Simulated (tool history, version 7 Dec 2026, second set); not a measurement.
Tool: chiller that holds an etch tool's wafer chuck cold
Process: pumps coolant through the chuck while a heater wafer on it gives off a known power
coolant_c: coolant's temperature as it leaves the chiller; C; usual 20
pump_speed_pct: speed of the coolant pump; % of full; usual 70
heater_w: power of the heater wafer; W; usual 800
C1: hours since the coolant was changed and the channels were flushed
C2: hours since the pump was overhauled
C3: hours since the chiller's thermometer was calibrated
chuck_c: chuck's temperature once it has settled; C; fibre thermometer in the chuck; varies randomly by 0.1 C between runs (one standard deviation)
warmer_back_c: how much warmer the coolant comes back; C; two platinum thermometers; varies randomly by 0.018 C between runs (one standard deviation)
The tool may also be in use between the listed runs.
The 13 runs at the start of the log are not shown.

Run 14, hour 399.4: usual settings; C1 2390; C2 2152; C3 98. Result: chuck_c 27.8 C, warmer_back_c 2.2 C.
Run 15, hour 431.8: usual settings; C1 2423; C2 2185; C3 130. Result: chuck_c 28.1 C, warmer_back_c 2.18 C.
Run 16, hour 468.8: usual settings; C1 2460; C2 2222; C3 167. Result: chuck_c 28.2 C, warmer_back_c 2.16 C.
Run 17, hour 507.9: usual settings but coolant_c 16 C, pump_speed_pct 74 % of full; C1 2499; C2 2261; C3 206. Result: chuck_c 23.5 C, warmer_back_c 2.06 C.
Run 18, hour 540.3: usual settings but coolant_c 27 C, pump_speed_pct 72 % of full; C1 2531; C2 2293; C3 239. Result: chuck_c 34.8 C, warmer_back_c 2.1 C.
Run 19, hour 585: usual settings but coolant_c 16 C, pump_speed_pct 98 % of full, heater_w 806 W; C1 2576; C2 2338; C3 283. Result: chuck_c 22.1 C, warmer_back_c 1.52 C.
Run 20, hour 605.2: usual settings but coolant_c 16 C, pump_speed_pct 87 % of full, heater_w 615 W; C1 2596; C2 2358; C3 303. Result: chuck_c 21.2 C, warmer_back_c 1.33 C.
Run 21, hour 640.7: usual settings but coolant_c 13 C, pump_speed_pct 64 % of full, heater_w 409 W; C1 2632; C2 2393; C3 339. Result: chuck_c 17.4 C, warmer_back_c 1.28 C.
At hour 648.5: coolant pump overhauled.
Run 22, hour 671.9: usual settings but coolant_c 15 C, pump_speed_pct 85 % of full, heater_w 445 W; C1 2658; C2 23; C3 365. Result: chuck_c 18.8 C, warmer_back_c 1.06 C.
Run 23, hour 702.8: usual settings but coolant_c 11 C, pump_speed_pct 87 % of full, heater_w 1122 W; C1 2689; C2 54; C3 396. Result: chuck_c 20.9 C, warmer_back_c 2.57 C.

Estimate the outcome of run 24 from the log above:
Run 24, hour 725: usual settings but coolant_c 17 C, pump_speed_pct 92 % of full, heater_w 934 W; C1 2711; C2 77; C3 418. Result: chuck_c ?, warmer_back_c ?.

chuck_c: 24.9 C
warmer_back_c: 2.02 C
On a tool with no hidden condition, and with the same random variation, this run would have come out at chuck_c 23 C, warmer_back_c 1.69 C.
